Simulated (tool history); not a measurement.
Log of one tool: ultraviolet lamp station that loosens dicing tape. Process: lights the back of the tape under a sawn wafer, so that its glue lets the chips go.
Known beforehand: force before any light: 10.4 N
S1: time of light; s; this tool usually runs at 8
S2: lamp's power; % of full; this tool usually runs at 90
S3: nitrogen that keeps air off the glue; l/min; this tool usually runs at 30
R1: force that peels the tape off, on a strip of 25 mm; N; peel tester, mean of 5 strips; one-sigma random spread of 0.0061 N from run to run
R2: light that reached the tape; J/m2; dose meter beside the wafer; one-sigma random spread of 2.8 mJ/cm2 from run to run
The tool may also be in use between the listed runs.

run,hour,S1,S2,S3,R1,R2
1,0,8,90,30,0.2,3670
2,12.9,8,69,30,0.381,2780
3,21.3,8,69,30,0.4,2780
4,34.2,8,90,18,0.335,3580
5,45.7,8,90,33,0.197,3560
6,55.4,8,90,33,0.204,3560
7,64,8,90,33,0.197,3510
# hour 65.2: window cleaned of glue's vapour
8,73.2,6,73,58,0.507,2100
9,79.3,6,73,58,0.518,2080
10,85.4,15,78,10,0.186,5540

Consider 5 possible next runs. They are alternatives, not a sequence: every one starts from the tool as it was left by run 10. What does each give?
A,95,12,84,49,?,?
B,95,15,62,40,?,?
C,95,15,78,36,?,?
D,95,15,73,21,?,?
E,95,6,90,30,?,?

run,R1,R2
A,0.112,4700
B,0.124,4380
C,0.121,5530
D,0.131,5140
E,0.491,2490
Had the tool no hidden state, the same runs would have come out as:
run,R1,R2
A,0.106,5440
B,0.111,5060
C,0.117,6390
D,0.114,5940
E,0.338,2880
